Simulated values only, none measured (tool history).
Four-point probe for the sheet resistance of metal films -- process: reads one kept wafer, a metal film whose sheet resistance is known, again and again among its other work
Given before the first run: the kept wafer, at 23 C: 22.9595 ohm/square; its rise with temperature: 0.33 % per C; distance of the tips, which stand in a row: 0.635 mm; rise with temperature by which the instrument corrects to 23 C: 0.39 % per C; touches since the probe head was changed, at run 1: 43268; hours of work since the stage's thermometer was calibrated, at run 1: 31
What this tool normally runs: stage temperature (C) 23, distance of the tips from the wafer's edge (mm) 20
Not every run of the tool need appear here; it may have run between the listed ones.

| run | hour | stage temperature (C) | distance of the tips from the wafer's edge (mm) | touches since the probe head was changed | hours of work since the stage's thermometer was calibrated | sheet resistance as the instrument gives it (ohm/square) |
|---|---|---|---|---|---|---|
| 1 | 0.0 | 23 | 20 | 43268 | 31 | 22.998046 |
| 2 | 36.9 | 23 | 20 | 45186 | 55 | 22.998617 |
| 3 | 71.3 | 23 | 20 | 46970 | 77 | 23.002282 |
| 4 | 100.9 | 23 | 15 | 48511 | 96 | 23.015434 |
| 5 | 126.1 | 23 | 20 | 49819 | 112 | 23.008355 |
| 6 | 158.1 | 23 | 20 | 51484 | 133 | 23.010773 |
| 7 | 174.1 | 31 | 20 | 52315 | 143 | 22.911429 |
| 8 | 192.4 | 23 | 20 | 53267 | 155 | 23.017934 |
| 9 | 227.2 | 23 | 20 | 55072 | 178 | 23.023410 |
| 10 | 262.8 | 23 | 20 | 56921 | 201 | 23.021096 |
| 11 | 299.2 | 23 | 20 | 58812 | 224 | 23.027117 |
| 12 | 326.9 | 23 | 20 | 60252 | 242 | 23.034613 |
| 13 | 358.7 | 33 | 20 | 61903 | 263 | 22.916569 |
| 14 | 380.6 | 33 | 20 | 63042 | 277 | 22.924128 |
| 15 | 412.1 | 33 | 20 | 64678 | 297 | 22.930237 |
| 16 | 431.7 | 23 | 10 | 65700 | 310 | 23.087402 |
| 17 | 462.7 | 19 | 20 | 67306 | 330 | 23.104346 |
| 18 | 478.2 | 19 | 20 | 68115 | 340 | 23.106063 |
| 19 | 494.0 | 26 | 20 | 68935 | 350 | 23.015174 |
| 20 | 512.7 | 28 | 45 | 69908 | 362 | 22.989606 |
| 21 | 548.1 | 33 | 50 | 71743 | 385 | 22.935142 |
| 22 | 564.0 | 23 | 26 | 72573 | 396 | 23.054611 |
| 23 | 592.0 | 25 | 26 | 74028 | 414 | 23.038714 |
| 24 | 621.4 | 25 | 26 | 75552 | 433 | 23.035862 |
| 25 | 657.2 | 32 | 71 | 77415 | 456 | 22.956698 |
| 26 | 680.3 | 23 | 18 | 78615 | 471 | 23.078228 |
| 27 | 706.7 | 23 | 18 | 79986 | 488 | 23.088644 |
| 28 | 731.7 | 23 | 18 | 81284 | 504 | 23.081085 |
| 29 | 746.8 | 25 | 8 | 82067 | 514 | 23.129297 |
| 30 | 779.5 | 33 | 23 | 83768 | 535 | 22.969620 |
| 31 | 797.5 | 33 | 23 | 84704 | 547 | 22.967865 |
| 32 | 819.9 | 26 | 38 | 85866 | 561 | 23.056294 |
| 33 | 842.6 | 33 | 69 | 87046 | 576 | 22.972704 |
| 34 | 871.6 | 24 | 5 | 88552 | 594 | 23.278547 |
| 35 | 901.5 | 26 | 7 | 90108 | 614 | 23.166842 |
| 36 | 922.9 | 33 | 4 | 91216 | 628 | 23.291409 |

Below, each run's measurement less what the same run would have read without the hidden state. Both values contain the same run-to-run variation, but the gauge's scatter may not be the same in both:
The hidden state here: inner tips' distance over the nominal, %; tips' flats over new ones', %; wafer's true temperature over the reading, C; drift of the gauge itself on sheet_ohm, %.
| run | sheet resistance as the instrument gives it (ohm/square) |
|---|---|
| 1 | +0.019570 |
| 2 | +0.024038 |
| 3 | +0.028518 |
| 4 | +0.032607 |
| 5 | +0.036141 |
| 6 | +0.040125 |
| 7 | +0.042141 |
| 8 | +0.044870 |
| 9 | +0.049521 |
| 10 | +0.054087 |
| 11 | +0.058104 |
| 12 | +0.061620 |
| 13 | +0.065692 |
| 14 | +0.068461 |
| 15 | +0.072451 |
| 16 | +0.075307 |
| 17 | +0.078854 |
| 18 | +0.080878 |
| 19 | +0.082947 |
| 20 | +0.085343 |
| 21 | +0.089672 |
| 22 | +0.092181 |
| 23 | +0.095580 |
| 24 | +0.099577 |
| 25 | +0.104036 |
| 26 | +0.107515 |
| 27 | +0.110850 |
| 28 | +0.113728 |
| 29 | +0.115970 |
| 30 | +0.119821 |
| 31 | +0.122158 |
| 32 | +0.125365 |
| 33 | +0.127659 |
| 34 | +0.132830 |
| 35 | +0.135787 |
| 36 | +0.139528 |

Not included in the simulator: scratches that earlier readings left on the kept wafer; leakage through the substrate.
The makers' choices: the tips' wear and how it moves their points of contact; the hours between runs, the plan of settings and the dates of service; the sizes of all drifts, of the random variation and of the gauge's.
